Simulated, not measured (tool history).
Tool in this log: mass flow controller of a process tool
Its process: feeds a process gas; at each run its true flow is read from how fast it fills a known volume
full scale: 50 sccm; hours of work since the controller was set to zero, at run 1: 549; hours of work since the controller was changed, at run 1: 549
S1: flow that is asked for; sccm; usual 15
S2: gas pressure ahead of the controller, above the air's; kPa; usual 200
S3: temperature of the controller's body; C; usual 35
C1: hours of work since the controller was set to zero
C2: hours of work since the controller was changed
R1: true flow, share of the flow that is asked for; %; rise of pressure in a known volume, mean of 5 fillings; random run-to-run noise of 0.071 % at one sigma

run 1 hour=0 | S1=15 S2=200 S3=35 | C1=549 C2=549 | R1=100.15
run 2 hour=60 | S1=15 S2=200 S3=35 | C1=571 C2=571 | R1=100.11
run 3 hour=123 | S1=15 S2=200 S3=35 | C1=594 C2=594 | R1=100.03
run 4 hour=180.4 | S1=15 S2=200 S3=35 | C1=616 C2=616 | R1=100.24
run 5 hour=237.3 | S1=15 S2=200 S3=35 | C1=637 C2=637 | R1=100.12
run 6 hour=301.1 | S1=15 S2=169 S3=35 | C1=661 C2=661 | R1=100.09
run 7 hour=339.2 | S1=15 S2=169 S3=35 | C1=675 C2=675 | R1=100.16
run 8 hour=401.6 | S1=15 S2=170 S3=35 | C1=698 C2=698 | R1=100.17
run 9 hour=450.3 | S1=15 S2=170 S3=35 | C1=716 C2=716 | R1=100.04
run 10 hour=493.8 | S1=15 S2=200 S3=35 | C1=732 C2=732 | R1=100.03
run 11 hour=548 | S1=15 S2=200 S3=35 | C1=753 C2=753 | R1=100.1
run 12 hour=588.1 | S1=15 S2=200 S3=35 | C1=767 C2=767 | R1=100.17
run 13 hour=640.4 | S1=15 S2=200 S3=35 | C1=787 C2=787 | R1=100.19
run 14 hour=714.5 | S1=15 S2=200 S3=35 | C1=814 C2=814 | R1=100.21
run 15 hour=768.7 | S1=15 S2=200 S3=35 | C1=835 C2=835 | R1=100.16
run 16 hour=816 | S1=6 S2=262 S3=39 | C1=852 C2=852 | R1=100.6
-- hour=822.4 controller's zero set anew
run 17 hour=884.2 | S1=6 S2=262 S3=39 | C1=23 C2=877 | R1=100.83
run 18 hour=934.1 | S1=41 S2=200 S3=35 | C1=42 C2=896 | R1=100.22
run 19 hour=1009.9 | S1=33 S2=200 S3=23 | C1=70 C2=924 | R1=99.49
-- hour=1065.5 controller's zero set anew, once more
run 20 hour=1076 | S1=25 S2=142 S3=35 | C1=4 C2=949 | R1=99.95
run 21 hour=1145.7 | S1=49 S2=142 S3=37 | C1=30 C2=975 | R1=100.36
run 22 hour=1199 | S1=18 S2=146 S3=20 | C1=50 C2=994 | R1=99.15
run 23 hour=1256.7 | S1=9 S2=219 S3=24 | C1=71 C2=1016 | R1=99.11
run 24 hour=1302.2 | S1=33 S2=167 S3=40 | C1=88 C2=1033 | R1=100.3
run 25 hour=1360.4 | S1=37 S2=167 S3=34 | C1=110 C2=1054 | R1=100.13
run 26 hour=1403.2 | S1=47 S2=242 S3=23 | C1=126 C2=1070 | R1=99.58
run 27 hour=1471.6 | S1=47 S2=242 S3=23 | C1=151 C2=1096 | R1=99.53
run 28 hour=1507.8 | S1=7 S2=166 S3=32 | C1=165 C2=1109 | R1=99.69
run 29 hour=1550.7 | S1=15 S2=200 S3=40 | C1=181 C2=1125 | R1=100

Across each entry between runs, compare the hidden state at the last listed run before it with the hidden state at the first listed run after it:
Between runs 16 and 17: controller's zero set anew (hour 822.4)
  flow at rest that the sensor doesn't see, % of full scale: 0.12 -> 0.14; true flow over the shown one, %: -0.21 -> -0.22
  measured value less the no-hidden-state value, R1: +0.78 -> +0.94 %
Between runs 19 and 20: controller's zero set anew, once more (hour 1065.5)
  flow at rest that the sensor doesn't see, % of full scale: 0.146 -> 0.012; true flow over the shown one, %: -0.24 -> -0.25
  measured value less the no-hidden-state value, R1: -0.02 -> -0.22 %
